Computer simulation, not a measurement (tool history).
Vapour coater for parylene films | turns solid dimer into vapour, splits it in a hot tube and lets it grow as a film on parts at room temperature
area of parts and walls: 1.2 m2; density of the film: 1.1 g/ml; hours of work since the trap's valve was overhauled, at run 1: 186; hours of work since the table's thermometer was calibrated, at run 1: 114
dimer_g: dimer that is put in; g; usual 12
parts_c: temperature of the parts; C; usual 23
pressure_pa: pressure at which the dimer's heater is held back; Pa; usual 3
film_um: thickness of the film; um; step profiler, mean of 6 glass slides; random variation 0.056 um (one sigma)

run   hour  dimer_g  parts_c  pressure_pa  hours of work since the trap's valve was overhauled  hours of work since the table's thermometer was calibrated  film_um
  1      0       12       23            3                                                  186                                                         114     6.22
  2   14.7       12       18            3                                                  192                                                         120     7.04
  3   31.4       12       23            3                                                  199                                                         127      6.2
  4   42.9       12       23            3                                                  203                                                         131     6.24
  5   55.5       12       23            3                                                  208                                                         136     6.17
  6   66.7       12       23            3                                                  213                                                         141     6.14
  7   77.7       12       23            3                                                  217                                                         145     6.16
  8   87.9       12       23         2.98                                                  221                                                         149     6.13
  9  103.9       12       23         2.98                                                  228                                                         156     6.22
 10  113.4       12       23         2.98                                                  231                                                         160     6.15
 11  124.5       12       23         2.98                                                  236                                                         164     6.13
 12  136.7       12       23         2.98                                                  241                                                         169     6.16
 13  146.5       12       23         2.98                                                  245                                                         173     6.09
 14  164.7       12       23         2.98                                                  252                                                         180     6.19
 15  181.6       12       23         2.98                                                  259                                                         187     6.08
 16  198.2       12       18         2.26                                                  266                                                         194     7.15
 17  211.4       10       23         6.54                                                  271                                                         199     4.64
 18  225.1       10       23         6.54                                                  276                                                         205      4.7
 19  236.2       14       32            3                                                  281                                                         209     5.59
 20  245.6        6       30            3                                                  285                                                         213     2.57

Forecast run 21:
       248  -- table's thermometer calibrated
 21  259.4        6       16         4.26                                                  290                                                           5        ?

Run 21 gave film_um 3.5 um.
Without the tool's hidden state the same run would have given film_um 3.76 um.

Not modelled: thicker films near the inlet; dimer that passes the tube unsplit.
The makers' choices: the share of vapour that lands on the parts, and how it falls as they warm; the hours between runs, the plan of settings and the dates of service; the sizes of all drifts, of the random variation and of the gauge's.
